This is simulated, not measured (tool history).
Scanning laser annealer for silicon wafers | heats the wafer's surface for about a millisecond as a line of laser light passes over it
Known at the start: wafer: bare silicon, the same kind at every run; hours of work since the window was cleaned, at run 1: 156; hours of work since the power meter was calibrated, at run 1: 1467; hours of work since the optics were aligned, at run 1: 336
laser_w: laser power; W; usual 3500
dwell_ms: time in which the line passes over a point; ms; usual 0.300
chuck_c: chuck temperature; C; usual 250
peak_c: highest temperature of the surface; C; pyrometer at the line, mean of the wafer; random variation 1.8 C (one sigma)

run,hour,laser_w,dwell_ms,chuck_c,hours of work since the window was cleaned,hours of work since the power meter was calibrated,hours of work since the optics were aligned,peak_c
1,0.0,3500,0.300,250,156,1467,336,1065
2,24.2,3690,0.300,250,174,1485,354,1105
3,72.3,3690,0.300,250,210,1521,390,1105
4,104.9,3690,0.300,250,235,1545,415,1106
5,129.9,3690,0.300,250,254,1564,433,1102
6,157.1,3500,0.245,250,274,1584,454,989
7,181.8,3500,0.245,250,292,1603,472,989
8,219.0,3500,0.245,250,320,1631,500,990
9,264.5,3500,0.300,250,354,1665,534,1062
10,297.6,3500,0.300,250,379,1690,559,1065
11,322.7,3500,0.300,250,398,1708,578,1060
12,370.3,3500,0.300,250,433,1744,613,1063
13,410.4,3198,0.300,250,463,1774,643,993
14,433.3,3173,0.245,225,481,1791,660,898
15,472.1,3500,0.336,250,510,1820,689,1110
16,516.0,3205,0.254,227,543,1853,722,919
17,539.9,3665,0.254,227,560,1871,740,1011
18,577.0,3559,0.294,274,588,1899,768,1093
19,609.3,3188,0.300,250,612,1923,792,996

Run 20 comes next. What will it give?
20,656.7,3500,0.319,250,648,1958,828,?

Run 20 gave peak_c 1089 C.
Without the tool's hidden state the same run would have given peak_c 1089 C.
